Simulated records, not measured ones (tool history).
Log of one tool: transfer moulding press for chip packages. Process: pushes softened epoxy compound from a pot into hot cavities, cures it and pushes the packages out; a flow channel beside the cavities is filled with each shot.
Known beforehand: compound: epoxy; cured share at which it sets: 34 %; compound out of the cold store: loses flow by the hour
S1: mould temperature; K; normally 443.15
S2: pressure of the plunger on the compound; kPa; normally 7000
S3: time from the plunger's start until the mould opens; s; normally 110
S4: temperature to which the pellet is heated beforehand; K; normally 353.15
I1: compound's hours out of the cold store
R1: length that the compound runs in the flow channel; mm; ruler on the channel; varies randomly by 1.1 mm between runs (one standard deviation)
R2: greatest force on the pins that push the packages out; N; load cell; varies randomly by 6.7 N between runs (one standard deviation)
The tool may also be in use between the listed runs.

run,hour,S1,S2,S3,S4,I1,R1,R2
1,0.0,443.15,7000,110,353.15,43.1,470,267
2,9.8,443.15,7000,110,353.15,32.6,488,336
3,17.8,443.15,7000,110,353.15,39.1,475,371
4,24.6,443.15,7000,110,353.15,37.9,479,397
5,30.0,443.15,7000,90,353.15,21.3,509,714
6,34.5,437.15,7000,90,353.15,30.8,507,1032
7,43.9,437.15,7000,90,353.15,8.5,552,1249
8,54.4,441.15,7000,110,353.15,18.6,518,607
9,65.2,441.15,7000,110,353.15,20.8,512,665
10,70.7,443.15,5340,110,353.15,15.2,455,566
11,77.9,443.15,5340,110,353.15,46.3,403,541
12,87.4,443.15,5340,110,353.15,17.4,451,598
13,93.1,443.15,5340,110,353.15,17.2,450,595
14,99.8,443.15,5340,110,353.15,8.0,468,610
15,104.9,443.15,5340,110,353.15,25.4,437,575
# hour 114.2: cavities cleaned with cleaning compound and waxed
16,115.6,443.15,5340,110,353.15,15.6,454,746
17,120.5,449.15,5700,131,353.15,24.1,439,452
18,129.4,449.15,5700,131,353.15,19.4,447,438
19,135.8,449.15,5700,131,353.15,10.6,461,439

Forecast run 20:
# hour 141.5: cavities cleaned with cleaning compound and waxed, once more
20,142.7,449.15,5700,131,353.15,15.9,?,?

R1: 452 mm
R2: 188 N
With no hidden state in the tool, this same run would have given R1 463 mm, R2 180 N.
